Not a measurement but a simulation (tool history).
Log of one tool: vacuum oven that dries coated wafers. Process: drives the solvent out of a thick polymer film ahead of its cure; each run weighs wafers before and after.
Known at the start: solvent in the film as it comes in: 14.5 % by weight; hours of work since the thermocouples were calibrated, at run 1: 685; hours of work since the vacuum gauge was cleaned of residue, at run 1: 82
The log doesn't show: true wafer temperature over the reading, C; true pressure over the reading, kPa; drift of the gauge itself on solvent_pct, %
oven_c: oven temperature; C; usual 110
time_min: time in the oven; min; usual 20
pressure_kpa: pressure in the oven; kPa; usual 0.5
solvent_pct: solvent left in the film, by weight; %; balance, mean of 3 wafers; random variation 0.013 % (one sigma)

run	hour	oven_c	time_min	pressure_kpa	hours of work since the thermocouples were calibrated	hours of work since the vacuum gauge was cleaned of residue	solvent_pct
1	0	110	20	0.5	685	82	1.58
2	24.4	110	20	0.5	697	94	1.55
3	46.6	110	20	0.25	708	105	1.45
4	66.1	110	20	0.5	717	114	1.58
5	78.3	110	20	0.5	723	120	1.57
6	96.4	110	20	0.5	732	129	1.56
7	117.5	110	20	0.5	743	140	1.57
8	138	110	20	0.5	753	150	1.55
9	160.4	110	20	0.5	764	161	1.59
10	172	110	20	0.5	770	167	1.56
11	188	110	20	0.5	778	175	1.57
12	205	110	20	0.5	786	183	1.56
13	220.3	110	20	0.5	794	191	1.55
14	235.4	110	20	0.5	801	198	1.56
15	249	110	20	0.5	808	205	1.57
16	263.5	110	20	0.5	815	212	1.57
17	274.7	110	20	0.5	820	217	1.55
18	292.7	119	20	0.5	829	226	0.38
19	307.6	119	20	0.5	837	234	0.36
20	328.4	119	20	0.5	847	244	0.38
21	348.1	110	20	0.5	857	254	1.57
22	364.3	118	20	0.5	865	262	0.45
23	378.4	118	20	0.449	872	269	0.44
24	402.1	112	20	0.288	883	280	1.12
25	421.4	112	20	0.288	893	290	1.12
26	442.8	109	14	0.363	903	300	3.04
27	457.6	109	14	0.363	911	308	3.04
28	482.1	104	20	0.547	923	320	3.04
29	498.2	107	13	0.425	931	328	3.91
30	521.9	108	26	1.702	943	340	1.6
31	542.1	98	26	1.702	952	349	4.18
32	560	125	20	0.5	961	358	0.15
33	571.5	125	20	0.5	967	364	0.15
34	592	125	20	0.5	977	374	0.17
35	613.4	120	34	1.781	988	385	0.43
36	626.7	120	34	1.781	994	391	0.44
37	646.5	110	14	1.727	1004	401	3.12
38	669.2	102	18	0.271	1015	412	3.97
39	689.1	123	18	0.658	1025	422	0.27
40	701.7	123	18	0.658	1031	428	0.28
41	718.5	116	29	0.828	1040	437	0.35
42	739.3	116	29	0.828	1050	447	0.39
43	750.8	116	29	0.828	1056	453	0.35
44	767.3	116	29	0.828	1064	461	0.35
45	791.5	103	20	0.5	1076	473	3.34
46	802	101	20	0.652	1081	478	3.94

4 ways to go on from here, each from the tool as it stands after run 46. What would each give?
A	819.2	110	20	1.766	1089	486	?
B	819.2	101	32	0.517	1089	486	?
C	819.2	113	12	0.652	1089	486	?
D	819.2	101	12	1.598	1089	486	?

run	solvent_pct
A	1.95
B	2.09
C	2.66
D	6.39
Without the tool's hidden state the same runs would have given:
run	solvent_pct
A	1.95
B	2.1
C	2.67
D	6.4
